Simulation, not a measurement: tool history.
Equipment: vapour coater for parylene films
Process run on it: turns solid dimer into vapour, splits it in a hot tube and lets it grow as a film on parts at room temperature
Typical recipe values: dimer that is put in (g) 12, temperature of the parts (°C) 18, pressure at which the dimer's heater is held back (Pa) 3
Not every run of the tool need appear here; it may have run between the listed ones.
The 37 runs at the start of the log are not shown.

| run | hour | dimer that is put in (g) | temperature of the parts (°C) | pressure at which the dimer's heater is held back (Pa) | hours of work since the trap's valve was overhauled | hours of work since the table's thermometer was calibrated | thickness of the film (µm) |
|---|---|---|---|---|---|---|---|
| 38 | 1068.5 | 9 | 16 | 3 | 632 | 2239 | 4.23 |
|  | 1091.8 | trap's valve overhauled |
| 39 | 1110.1 | 9 | 16 | 3 | 15 | 2271 | 4.25 |
| 40 | 1136.4 | 13 | 19 | 2.03 | 38 | 2293 | 5.78 |
| 41 | 1175.2 | 20 | 16 | 2.99 | 70 | 2325 | 9.46 |
| 42 | 1194.8 | 20 | 16 | 2.99 | 87 | 2342 | 9.45 |
|  | 1198.9 | table's thermometer calibrated |
| 43 | 1219.6 | 20 | 12 | 2.47 | 107 | 17 | 11.54 |
| 44 | 1258.8 | 12 | 10 | 4.19 | 140 | 50 | 6.89 |
| 45 | 1291.8 | 12 | 10 | 4.19 | 168 | 78 | 6.9 |
| 46 | 1334.5 | 12 | 10 | 4.19 | 203 | 114 | 6.87 |

Predict each of these 5 candidate next runs independently; none follows another, all start after run 46:
| A | 1365.9 | 8 | 18 | 3 | 230 | 141 | ? |
| B | 1365.9 | 7 | 25 | 5.89 | 230 | 141 | ? |
| C | 1365.9 | 10 | 12 | 3 | 230 | 141 | ? |
| D | 1365.9 | 9 | 24 | 2.49 | 230 | 141 | ? |
| E | 1365.9 | 12 | 18 | 3.66 | 230 | 141 | ? |

| run | thickness of the film (µm) |
|---|---|
| A | 3.47 |
| B | 2.03 |
| C | 5.57 |
| D | 3.1 |
| E | 5.03 |
With the hidden condition removed and each run's random variation left untouched, the same runs would have given:
| run | thickness of the film (µm) |
|---|---|
| A | 3.48 |
| B | 2.03 |
| C | 5.57 |
| D | 3.11 |
| E | 5.03 |

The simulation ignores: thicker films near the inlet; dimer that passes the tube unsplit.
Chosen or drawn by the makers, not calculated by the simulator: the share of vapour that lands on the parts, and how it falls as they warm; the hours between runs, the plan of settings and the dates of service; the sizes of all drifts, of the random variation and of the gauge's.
